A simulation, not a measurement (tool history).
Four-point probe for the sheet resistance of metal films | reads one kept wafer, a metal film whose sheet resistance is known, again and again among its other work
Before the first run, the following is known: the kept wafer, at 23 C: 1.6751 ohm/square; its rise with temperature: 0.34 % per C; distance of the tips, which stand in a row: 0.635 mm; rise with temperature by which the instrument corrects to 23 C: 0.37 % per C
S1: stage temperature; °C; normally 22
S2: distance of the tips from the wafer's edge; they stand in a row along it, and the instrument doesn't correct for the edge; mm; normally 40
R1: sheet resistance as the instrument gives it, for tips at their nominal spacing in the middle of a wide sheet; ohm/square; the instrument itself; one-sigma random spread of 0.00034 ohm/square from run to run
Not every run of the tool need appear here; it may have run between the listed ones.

run    hour  S1  S2        R1
  1       0  22  40   1.65939
  2      45  22  40  1.659656
  3    93.6  22  40  1.659413
  4   115.9  22  40  1.659406
  5   156.4  22  40  1.658941
  6   178.6  34  40  1.652324
  7   226.1  34  40  1.652677
  8   277.3  34  40  1.651756
  9   309.8  34  40  1.651622
 10   360.5  34  40     1.652
 11   412.1  21  40  1.657888
 12   435.2  21  40  1.657451
 13   465.5  22  40  1.656873
 14   499.9  18  40  1.659174
 15   539.3  22   9  1.660613
 16   580.8  22   9  1.660563
 17   625.7  22   9  1.660216
 18   667.4  22   9  1.659996
 19   719.4  22   9  1.660015
 20   757.5  22  40  1.655279
 21   779.6  22  40  1.655166
 22   817.5  22  40  1.654801
 23   860.3  30  27  1.650726
 24   889.6  22  17  1.654987
 25   934.9  28   9  1.655342
 26   973.9  30  15   1.65091
 27  1000.6  30  15  1.650845
 28  1037.3  30  15  1.651176
 29  1074.9  20  19  1.654888
 30  1121.9  20  19  1.654971
 31    1173  20  19   1.65453
 32  1219.5  20  19  1.654429
     1241.2  -- new probe head fitted
 33  1273.5  20  19  1.674996
 34  1295.4  33  47  1.666355
 35  1328.9  31   4   1.68991
 36  1377.3  31   6  1.676761
 37  1412.5  34  40  1.665935
 38  1435.3  34  40   1.66574
 39  1482.5  34  40   1.66524
 40  1512.3  22  35  1.670996
 41    1536  20  67  1.671631
 42  1559.6  20  67  1.672228
 43  1583.8  20  12  1.674586
 44  1635.8  29  12  1.668953

Hidden state or all else? Some run-to-run changes of R1, split into what the settings, what came in and random variation would give without the hidden state, and what is left for the hidden state (with any gauge scatter that isn't in both results):
Hidden state at play: inner tips' distance over the nominal, %; tips' flats over new ones', %; wafer's true temperature over the reading, C; drift of the gauge itself on sheet_ohm, %.
Run 10 -> 11: S1 34 -> 21. R1 +0.005888 ohm/square: hidden state -0.000371, all else +0.006259.
Run 32 -> 33: new probe head fitted. R1 +0.020567 ohm/square: hidden state +0.020379, all else +0.000188.
Run 34 -> 35: S1 33 -> 31, S2 47 -> 4. R1 +0.023555 ohm/square: hidden state -0.000222, all else +0.023777.
Run 35 -> 36: S2 4 -> 6. R1 -0.013149 ohm/square: hidden state -0.000279, all else -0.01287.
Run 43 -> 44: S1 20 -> 29. R1 -0.005633 ohm/square: hidden state -0.000338, all else -0.005295.

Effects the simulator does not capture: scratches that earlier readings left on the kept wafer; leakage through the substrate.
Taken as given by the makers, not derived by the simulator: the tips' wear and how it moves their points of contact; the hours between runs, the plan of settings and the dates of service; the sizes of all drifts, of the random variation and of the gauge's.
